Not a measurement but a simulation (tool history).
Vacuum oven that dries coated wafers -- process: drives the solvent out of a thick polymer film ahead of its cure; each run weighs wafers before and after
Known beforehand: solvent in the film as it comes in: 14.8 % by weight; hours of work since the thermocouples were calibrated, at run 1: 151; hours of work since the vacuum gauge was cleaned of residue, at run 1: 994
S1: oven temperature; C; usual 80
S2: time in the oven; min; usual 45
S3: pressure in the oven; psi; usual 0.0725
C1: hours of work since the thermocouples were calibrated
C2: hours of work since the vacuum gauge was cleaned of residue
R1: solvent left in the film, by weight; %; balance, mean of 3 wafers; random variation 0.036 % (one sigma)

Run 1, hour 0: usual settings; C1 151; C2 994. Result: R1 3.69 %.
Run 2, hour 90.3: usual settings; C1 197; C2 1041. Result: R1 3.74 %.
Run 3, hour 196.4: usual settings; C1 252; C2 1096. Result: R1 3.67 %.
Run 4, hour 269.1: usual settings but S2 51 min; C1 290; C2 1133. Result: R1 3.16 %.
Run 5, hour 358.8: usual settings but S2 73 min; C1 336; C2 1180. Result: R1 1.92 %.
Run 6, hour 449.8: usual settings; C1 383; C2 1227. Result: R1 3.69 %.
Run 7, hour 551.1: usual settings; C1 435; C2 1279. Result: R1 3.65 %.
Run 8, hour 619.9: usual settings but S3 0.0373 psi; C1 471; C2 1315. Result: R1 3.46 %.
Run 9, hour 721.5: usual settings but S1 82 C, S3 0.0373 psi; C1 524; C2 1367. Result: R1 3.05 %.
Run 10, hour 848.3: usual settings but S3 0.1442 psi; C1 589; C2 1433. Result: R1 4.15 %.
Run 11, hour 908.3: usual settings but S3 0.1442 psi; C1 620; C2 1464. Result: R1 4.15 %.
Run 12, hour 1025.3: usual settings but S3 0.1442 psi; C1 681; C2 1524. Result: R1 4.12 %.
Run 13, hour 1148.2: usual settings but S1 86 C; C1 744; C2 1588. Result: R1 2.5 %.
Run 14, hour 1243.9: usual settings but S1 93 C; C1 794; C2 1637. Result: R1 1.43 %.
Run 15, hour 1320: usual settings but S1 93 C; C1 833; C2 1677. Result: R1 1.48 %.
Run 16, hour 1394.4: usual settings but S1 93 C, S2 61 min; C1 872; C2 1715. Result: R1 0.84 %.
Run 17, hour 1483.7: usual settings but S1 93 C, S2 61 min, S3 0.1691 psi; C1 918; C2 1761. Result: R1 1.27 %.
At hour 1604.9: oven's thermocouples calibrated.
Run 18, hour 1604.9: usual settings; C1 0; C2 1823. Result: R1 3.7 %.
Run 19, hour 1717.3: usual settings; C1 58; C2 1881. Result: R1 3.69 %.
Run 20, hour 1829.7: usual settings; C1 116; C2 1939. Result: R1 3.69 %.
Run 21, hour 1898.9: usual settings; C1 152; C2 1975. Result: R1 3.63 %.
Run 22, hour 1959.2: usual settings; C1 183; C2 2006. Result: R1 3.7 %.
Run 23, hour 2082.3: usual settings; C1 247; C2 2070. Result: R1 3.65 %.
Run 24, hour 2163.3: usual settings but S3 0.0951 psi; C1 289; C2 2112. Result: R1 3.81 %.
Run 25, hour 2246.4: usual settings but S1 83 C, S2 31 min, S3 0.0373 psi; C1 332; C2 2155. Result: R1 4.4 %.
Run 26, hour 2319: usual settings but S1 65 C, S2 23 min, S3 0.0373 psi; C1 369; C2 2192. Result: R1 8.96 %.
Run 27, hour 2386.6: usual settings but S1 91 C, S2 31 min, S3 0.0373 psi; C1 404; C2 2227. Result: R1 2.85 %.
Run 28, hour 2515.4: usual settings but S1 76 C, S2 57 min, S3 0.0582 psi; C1 471; C2 2294. Result: R1 3.5 %.
Run 29, hour 2602.8: usual settings but S1 76 C, S2 31 min, S3 0.0582 psi; C1 516; C2 2339. Result: R1 6 %.
Run 30, hour 2668.8: usual settings but S2 71 min, S3 0.0727 psi; C1 550; C2 2373. Result: R1 2.11 %.
Run 31, hour 2721.1: usual settings but S1 72 C, S2 69 min, S3 0.0727 psi; C1 577; C2 2400. Result: R1 3.69 %.
Run 32, hour 2825.9: usual settings but S1 72 C, S2 69 min, S3 0.0727 psi; C1 631; C2 2454. Result: R1 3.7 %.
Run 33, hour 2914.1: usual settings but S1 72 C, S2 69 min, S3 0.0727 psi; C1 677; C2 2500. Result: R1 3.68 %.
Run 34, hour 2982.4: usual settings but S1 68 C, S2 46 min, S3 0.0908 psi; C1 712; C2 2535. Result: R1 6.3 %.
Run 35, hour 3089.9: usual settings but S1 68 C, S2 46 min, S3 0.0908 psi; C1 768; C2 2591. Result: R1 6.48 %.
Run 36, hour 3179.5: usual settings but S1 68 C, S2 46 min, S3 0.0908 psi; C1 814; C2 2637. Result: R1 6.44 %.
Run 37, hour 3263.8: usual settings but S1 81 C, S2 35 min, S3 0.0946 psi; C1 858; C2 2681. Result: R1 4.52 %.
Run 38, hour 3375.9: usual settings but S1 74 C, S2 44 min, S3 0.0899 psi; C1 916; C2 2739. Result: R1 5.22 %.
Run 39, hour 3479.1: usual settings but S1 90 C; C1 969; C2 2792. Result: R1 1.81 %.
At hour 3506.2: oven's thermocouples calibrated.
Run 40, hour 3578.4: usual settings but S1 85 C; C1 37; C2 2843. Result: R1 2.72 %.
Run 41, hour 3654.3: usual settings but S1 85 C; C1 77; C2 2882. Result: R1 2.66 %.
Run 42, hour 3709.1: usual settings but S3 0.095 psi; C1 105; C2 2910. Result: R1 3.81 %.
Run 43, hour 3764.5: usual settings but S1 88 C, S2 44 min, S3 0.1072 psi; C1 134; C2 2939. Result: R1 2.41 %.
Run 44, hour 3830.3: usual settings but S1 79 C, S2 79 min, S3 0.1977 psi; C1 168; C2 2973. Result: R1 2.87 %.
Run 45, hour 3910.9: usual settings but S1 79 C, S2 56 min, S3 0.1693 psi; C1 209; C2 3014. Result: R1 3.73 %.
Run 46, hour 3987.2: usual settings but S1 91 C, S2 38 min, S3 0.0821 psi; C1 249; C2 3054. Result: R1 2.26 %.

Hidden state at the last listed run before each entry between runs and at the first one after, where it differs:
In the gap between runs 17 and 18: oven's thermocouples calibrated (hour 1604.9)
  true wafer temperature over the reading, C: 0.04 -> -0.01; true pressure over the reading, kPa: 0.012 -> 0.013
In the gap between runs 39 and 40: oven's thermocouples calibrated (hour 3506.2)
  true wafer temperature over the reading, C: 0.03 -> 0
